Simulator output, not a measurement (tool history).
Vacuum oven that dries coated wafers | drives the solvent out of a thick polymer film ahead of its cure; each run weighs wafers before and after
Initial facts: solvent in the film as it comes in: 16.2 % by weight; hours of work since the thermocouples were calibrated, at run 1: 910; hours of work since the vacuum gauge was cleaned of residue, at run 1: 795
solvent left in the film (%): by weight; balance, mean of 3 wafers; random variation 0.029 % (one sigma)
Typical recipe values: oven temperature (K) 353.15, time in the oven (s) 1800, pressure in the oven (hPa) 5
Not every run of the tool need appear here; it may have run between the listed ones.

run    hour  oven temperature (K)  time in the oven (s)  pressure in the oven (hPa)  hours of work since the thermocouples were calibrated  hours of work since the vacuum gauge was cleaned of residue  solvent left in the film (%)
  1       0                353.15                  1800                           5                                                    910                                                          795                          2.85
  2    78.1                351.15                  1800                           5                                                    956                                                          841                          3.44
  3   155.6                351.15                  3120                           5                                                   1001                                                          886                           1.3
  4   232.6                351.15                  3120                           5                                                   1046                                                          931                          1.32
  5   288.3                364.15                  1800                           5                                                   1079                                                          964                          0.66
  6   393.7                364.15                  1800                           5                                                   1140                                                         1026                          0.69
      418.3  -- oven's thermocouples calibrated
  7   489.9                364.15                  1800                           5                                                     42                                                         1081                          0.62
  8   554.3                364.15                  1800                           5                                                     80                                                         1118                          0.69
  9   629.2                364.15                  1800                           5                                                    123                                                         1162                          0.69
 10   681.5                364.15                  1800                        2.75                                                    154                                                         1193                          0.57
 11   767.2                353.15                  1800                        2.73                                                    204                                                         1243                          2.73
 12   839.6                355.15                  1800                           5                                                    246                                                         1285                          2.26
 13   922.4                355.15                  1800                           5                                                    295                                                         1334                          2.31
 14  1009.5                353.15                  1800                        4.69                                                    346                                                         1385                           2.8
 15    1097                353.15                  1800                           5                                                    397                                                         1436                          2.82
 16  1149.6                351.15                  1800                           5                                                    428                                                         1467                          3.35
 17  1212.9                355.15                  1800                           5                                                    465                                                         1504                          2.24
 18  1280.2                355.15                  1800                           5                                                    504                                                         1543                           2.3
 19  1366.5                355.15                  1800                           5                                                    555                                                         1594                          2.35
 20  1446.2                355.15                  1800                           5                                                    601                                                         1640                          2.23
 21  1540.1                355.15                  1800                           5                                                    656                                                         1695                          2.27
 22  1613.9                352.15                  1620                       12.02                                                    699                                                         1738                          3.82
     1667.8  -- vacuum gauge cleaned of residue and calibrated
 23    1708                349.15                  2880                         6.6                                                    754                                                           24                          2.12
 24  1781.6                349.15                  2880                         6.6                                                    797                                                           67                          2.09
 25  1836.2                344.15                  2880                         6.6                                                    829                                                           99                          3.46
 26  1940.4                348.15                  2880                        7.09                                                    890                                                          160                          2.33
 27  2024.6                353.15                  1200                           5                                                    939                                                          209                          4.67
 28  2126.6                353.15                  1200                           5                                                    999                                                          268                          4.67
 29  2231.8                358.15                  1800                           5                                                   1060                                                          330                          1.58
 30  2330.1                353.15                  1800                        5.36                                                   1118                                                          387                          2.82
     2393.4  -- oven's thermocouples calibrated
 31  2420.3                344.15                  1080                        6.11                                                     16                                                          439                          7.87
 32  2530.5                344.15                  2400                        2.86                                                     80                                                          504                          4.15
 33  2590.4                351.15                  3120                        2.59                                                    115                                                          539                          1.27
 34  2664.6                351.15                  3120                        2.59                                                    159                                                          582                          1.25
 35  2744.3                359.15                  1800                           5                                                    205                                                          629                           1.4
 36  2796.5                359.15                  1800                           5                                                    236                                                          659                          1.44
 37  2873.5                339.15                  2280                           5                                                    281                                                          704                          6.17

Take each entry between the runs: how does the hidden state at the last listed run before it differ from the hidden state at the first listed run after it?
Logged between run 6 and run 7: oven's thermocouples calibrated (hour 418.3)
  true wafer temperature over the reading, C: 0.04 -> 0
Logged between run 22 and run 23: vacuum gauge cleaned of residue and calibrated (hour 1667.8)
  true wafer temperature over the reading, C: 0.03 -> 0.04; true pressure over the reading, kPa: 0.026 -> 0
Logged between run 30 and run 31: oven's thermocouples calibrated (hour 2393.4)
  true wafer temperature over the reading, C: 0.05 -> 0; true pressure over the reading, kPa: 0.006 -> 0.007
